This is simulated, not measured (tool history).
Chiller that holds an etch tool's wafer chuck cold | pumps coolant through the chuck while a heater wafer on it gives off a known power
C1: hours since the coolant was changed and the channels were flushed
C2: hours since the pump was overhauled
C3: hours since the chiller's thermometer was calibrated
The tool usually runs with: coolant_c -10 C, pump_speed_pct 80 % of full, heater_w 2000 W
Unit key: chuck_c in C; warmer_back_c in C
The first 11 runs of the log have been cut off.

run 12 hour=582.6 | coolant_c=-10 pump_speed_pct=80 heater_w=2000 | C1=2658 C2=1283 C3=634 | chuck_c=4.4 warmer_back_c=4.97
run 13 hour=627.6 | coolant_c=-10 pump_speed_pct=90 heater_w=2000 | C1=2703 C2=1329 C3=679 | chuck_c=3 warmer_back_c=4.45
run 14 hour=702.4 | coolant_c=-10 pump_speed_pct=80 heater_w=2000 | C1=2778 C2=1403 C3=753 | chuck_c=4.3 warmer_back_c=4.95
-- hour=732.5 gauge calibrated
run 15 hour=779.2 | coolant_c=-13 pump_speed_pct=80 heater_w=2000 | C1=2855 C2=1480 C3=830 | chuck_c=1.2 warmer_back_c=4.73
run 16 hour=815.3 | coolant_c=-10 pump_speed_pct=63 heater_w=2000 | C1=2891 C2=1516 C3=866 | chuck_c=7.4 warmer_back_c=5.93
run 17 hour=863 | coolant_c=-10 pump_speed_pct=63 heater_w=2000 | C1=2938 C2=1564 C3=914 | chuck_c=7.4 warmer_back_c=5.96
run 18 hour=926 | coolant_c=-8 pump_speed_pct=63 heater_w=1019 | C1=3001 C2=1627 C3=977 | chuck_c=0.9 warmer_back_c=3.14
run 19 hour=987.2 | coolant_c=-8 pump_speed_pct=63 heater_w=1019 | C1=3063 C2=1688 C3=1038 | chuck_c=0.6 warmer_back_c=3.15
run 20 hour=1023.5 | coolant_c=-7 pump_speed_pct=97 heater_w=2000 | C1=3099 C2=1724 C3=1075 | chuck_c=5.2 warmer_back_c=3.93
run 21 hour=1094.1 | coolant_c=-7 pump_speed_pct=97 heater_w=2000 | C1=3169 C2=1795 C3=1145 | chuck_c=5.1 warmer_back_c=4.06
run 22 hour=1171.7 | coolant_c=-14 pump_speed_pct=92 heater_w=1671 | C1=3247 C2=1873 C3=1223 | chuck_c=-3.6 warmer_back_c=3.62
run 23 hour=1230.5 | coolant_c=-14 pump_speed_pct=78 heater_w=2000 | C1=3306 C2=1931 C3=1282 | chuck_c=0.6 warmer_back_c=4.97
run 24 hour=1297 | coolant_c=-7 pump_speed_pct=80 heater_w=2000 | C1=3372 C2=1998 C3=1348 | chuck_c=7.4 warmer_back_c=4.99
run 25 hour=1365 | coolant_c=-7 pump_speed_pct=80 heater_w=2000 | C1=3440 C2=2066 C3=1416 | chuck_c=7.2 warmer_back_c=4.95
run 26 hour=1442.8 | coolant_c=-1 pump_speed_pct=71 heater_w=1624 | C1=3518 C2=2144 C3=1494 | chuck_c=11.7 warmer_back_c=4.56
run 27 hour=1522.8 | coolant_c=-1 pump_speed_pct=71 heater_w=1624 | C1=3598 C2=2224 C3=1574 | chuck_c=11.7 warmer_back_c=4.59
run 28 hour=1574.4 | coolant_c=-1 pump_speed_pct=71 heater_w=1624 | C1=3650 C2=2275 C3=1625 | chuck_c=11.9 warmer_back_c=4.61
run 29 hour=1616.8 | coolant_c=-1 pump_speed_pct=69 heater_w=1624 | C1=3692 C2=2318 C3=1668 | chuck_c=12.2 warmer_back_c=4.77
run 30 hour=1685.9 | coolant_c=-11 pump_speed_pct=98 heater_w=2000 | C1=3761 C2=2387 C3=1737 | chuck_c=1.1 warmer_back_c=4.26
run 31 hour=1731.5 | coolant_c=-11 pump_speed_pct=98 heater_w=2000 | C1=3807 C2=2432 C3=1782 | chuck_c=1.2 warmer_back_c=4.25
run 32 hour=1778.2 | coolant_c=-15 pump_speed_pct=98 heater_w=1018 | C1=3854 C2=2479 C3=1829 | chuck_c=-8.9 warmer_back_c=2.38

Forecast each of these 3 alternatives for the next run:
run A hour=1835.7 | coolant_c=-15 pump_speed_pct=81 heater_w=1377 | C1=3911 C2=2537 C3=1887 | chuck_c=? warmer_back_c=?
run B hour=1835.7 | coolant_c=-3 pump_speed_pct=80 heater_w=2709 | C1=3911 C2=2537 C3=1887 | chuck_c=? warmer_back_c=?
run C hour=1835.7 | coolant_c=-18 pump_speed_pct=74 heater_w=2349 | C1=3911 C2=2537 C3=1887 | chuck_c=? warmer_back_c=?

run=A chuck_c=-5.4 warmer_back_c=3.7
run=B chuck_c=16.3 warmer_back_c=6.84
run=C chuck_c=-0.2 warmer_back_c=6.39
Stripped of hidden state, with their random variation kept, the same runs would have yielded:
run=A chuck_c=-5.4 warmer_back_c=3.24
run=B chuck_c=16.2 warmer_back_c=6.37
run=C chuck_c=-0.2 warmer_back_c=5.92
